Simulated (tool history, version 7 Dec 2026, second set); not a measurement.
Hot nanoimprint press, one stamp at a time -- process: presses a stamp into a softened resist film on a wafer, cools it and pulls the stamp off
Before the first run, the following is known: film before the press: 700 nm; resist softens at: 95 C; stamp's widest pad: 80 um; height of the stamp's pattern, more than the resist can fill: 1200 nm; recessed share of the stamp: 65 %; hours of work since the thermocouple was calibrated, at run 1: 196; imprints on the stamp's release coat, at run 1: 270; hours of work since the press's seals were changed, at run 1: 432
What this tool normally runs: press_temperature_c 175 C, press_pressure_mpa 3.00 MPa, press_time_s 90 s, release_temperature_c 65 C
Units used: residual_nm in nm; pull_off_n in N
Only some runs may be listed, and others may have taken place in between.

run   hour  press_temperature_c  press_pressure_mpa  press_time_s  release_temperature_c  hours of work since the thermocouple was calibrated  imprints on the stamp's release coat  hours of work since the press's seals were changed  residual_nm  pull_off_n
  1    0.0                  175                3.00            90                     65                                                  196                                   270                                                 432        317.2         186
  2   25.9                  175                1.93            90                     65                                                  208                                   323                                                 443        401.8         185
  3   53.5                  175                3.00            90                     65                                                  221                                   380                                                 456        316.6         189
  4   82.0                  175                3.00            90                     65                                                  234                                   439                                                 469        318.6         190
  5   97.5                  170                3.00            90                     65                                                  241                                   471                                                 476        382.1         192
  6  109.2                  175                3.00            90                     65                                                  246                                   495                                                 481        318.0         190
  7  124.5                  175                3.00            90                     65                                                  253                                   527                                                 488        318.1         195
  8  148.7                  175                3.00            90                     65                                                  264                                   576                                                 499        320.0         191
  9  166.7                  175                3.00            90                     65                                                  272                                   613                                                 507        318.7         193
 10  190.9                  175                3.00            90                     65                                                  283                                   663                                                 518        321.1         191
 11  205.7                  175                3.31            49                     52                                                  290                                   694                                                 525        365.0         242
 12  218.2                  175                3.31            49                     52                                                  295                                   720                                                 531        367.1         247
 13  234.3                  183                3.72            68                     71                                                  303                                   753                                                 538        232.8         166
     254.8  -- stamp cleaned and given a new release coat
 14  258.4                  178                2.62            67                     63                                                  311                                     7                                                 546        342.1         197
     269.2  -- plate thermocouple calibrated
 15  290.0                  182                3.00            90                     58                                                    9                                    66                                                 559        249.6         210
 16  308.5                  175                3.29            90                     57                                                   18                                   104                                                 568        304.9         221
 17  324.7                  181                3.00            90                     65                                                   25                                   137                                                 575        259.2         184
 18  342.7                  173                3.00           135                     65                                                   33                                   175                                                 583        303.4         193

Some steps in residual_nm, run to run, broken into two amounts with sign: the step expected even without the hidden condition (settings, incoming material, random variation), and the rest, left for the hidden condition together with whatever gauge scatter is not in both the measured and the hidden-condition-free result:
Hidden conditions of the tool in this case: true temperature over the reading, C; pressure that arrives at the usual setting, %; grip of the stamp's worn release coat, % over a new coat's; drift of the gauge itself on residual_nm, %; drift of the gauge itself on pull_off_n, %.
Run 12 -> 13: press_temperature_c 175 -> 183, press_pressure_mpa 3.31 -> 3.72, press_time_s 49 -> 68, release_temperature_c 52 -> 71. residual_nm -134.3 nm: hidden state -1.1, all else -133.2.
Run 13 -> 14: press_temperature_c 183 -> 178, press_pressure_mpa 3.72 -> 2.62, press_time_s 68 -> 67, release_temperature_c 71 -> 63, stamp cleaned and given a new release coat. residual_nm +109.3 nm: hidden state +1.4, all else +107.9.

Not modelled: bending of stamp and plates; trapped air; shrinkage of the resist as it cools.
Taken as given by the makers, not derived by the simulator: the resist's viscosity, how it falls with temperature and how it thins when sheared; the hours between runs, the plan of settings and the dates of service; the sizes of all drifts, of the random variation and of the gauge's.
